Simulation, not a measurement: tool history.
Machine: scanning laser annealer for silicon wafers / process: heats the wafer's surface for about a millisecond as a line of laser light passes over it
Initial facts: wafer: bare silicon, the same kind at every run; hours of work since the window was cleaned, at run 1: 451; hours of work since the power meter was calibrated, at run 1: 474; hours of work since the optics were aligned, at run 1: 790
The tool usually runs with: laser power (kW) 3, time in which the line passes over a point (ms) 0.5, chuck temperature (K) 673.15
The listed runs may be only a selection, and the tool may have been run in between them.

run,hour,laser power (kW),time in which the line passes over a point (ms),chuck temperature (K),hours of work since the window was cleaned,hours of work since the power meter was calibrated,hours of work since the optics were aligned,highest temperature of the surface (K)
1,0,3,0.5,673.15,451,474,790,1476.15
2,8.7,3,0.5,673.15,457,481,796,1476.15
3,19.2,3,0.5,673.15,465,489,804,1471.15
4,30.3,3,0.5,673.15,473,497,812,1479.15
5,43.5,3,0.5,673.15,483,507,822,1474.15
6,51.1,3,0.5,673.15,489,512,827,1472.15
7,65.1,3,0.5,673.15,499,523,838,1471.15
8,78.4,3,0.5,673.15,509,532,848,1473.15
9,96,3,0.5,679.15,522,545,861,1475.15
10,105.1,3,0.53,679.15,528,552,867,1506.15
11,116,3,0.5,673.15,536,560,875,1471.15
12,127.3,3,0.5,673.15,545,568,884,1472.15
13,135.4,3.249,0.5,673.15,551,574,890,1543.15
14,144.9,3.138,0.5,673.15,558,581,897,1509.15
15,155.8,3,0.5,673.15,566,589,905,1468.15
16,169.5,3,0.5,673.15,576,600,915,1467.15
17,180.3,3,0.5,673.15,584,608,923,1467.15
18,190.8,3,0.5,650.15,592,615,931,1443.15
19,206.3,3,0.5,650.15,603,627,942,1444.15
20,216,3,0.5,650.15,610,634,949,1445.15
21,232.8,3,0.592,650.15,623,646,961,1529.15
22,244.3,3,0.592,650.15,631,655,970,1528.15
23,255.5,3,0.592,650.15,639,663,978,1525.15
24,269,2.616,0.592,650.15,649,673,988,1404.15
25,277.9,2.9,0.551,667.15,656,680,995,1480.15
26,290.8,3.135,0.463,689.15,665,689,1004,1486.15
27,300.7,3.122,0.601,640.15,673,696,1012,1563.15
28,308.9,2.552,0.5,691.15,679,702,1018,1350.15
29,316.5,2.552,0.5,691.15,684,708,1023,1354.15
30,331.8,3.095,0.578,713.15,696,719,1035,1607.15
31,346.9,3.095,0.578,713.15,707,730,1046,1607.15
32,362.6,3.095,0.578,713.15,718,742,1057,1600.15
33,379.6,3.268,0.585,713.15,731,755,1070,1667.15
34,389.2,3.268,0.585,713.15,738,762,1077,1665.15
35,402.5,2.8,0.5,673.15,748,771,1087,1406.15
36,418.2,2.904,0.575,647.15,759,783,1098,1472.15
37,434.3,2.904,0.575,647.15,771,795,1110,1474.15
38,444.4,2.904,0.575,647.15,779,802,1118,1470.15
39,458.5,3.065,0.55,664.15,789,813,1128,1515.15
40,473.2,3,0.493,673.15,800,824,1139,1455.15

Per-run results on a tool with no hidden state, each run keeping its own random variation:
What the log doesn't record here: light that passes the window, % of a clean one's; laser's true power over the reading, %; width of the line over the set one, %; drift of the gauge itself on peak_c, C.
run,highest temperature of the surface (K)
1,1500.15
2,1501.15
3,1496.15
4,1504.15
5,1500.15
6,1499.15
7,1498.15
8,1501.15
9,1503.15
10,1535.15
11,1500.15
12,1500.15
13,1574.15
14,1539.15
15,1497.15
16,1497.15
17,1497.15
18,1474.15
19,1476.15
20,1476.15
21,1564.15
22,1564.15
23,1561.15
24,1435.15
25,1514.15
26,1519.15
27,1602.15
28,1379.15
29,1383.15
30,1647.15
31,1647.15
32,1640.15
33,1711.15
34,1709.15
35,1440.15
36,1512.15
37,1514.15
38,1511.15
39,1557.15
40,1494.15
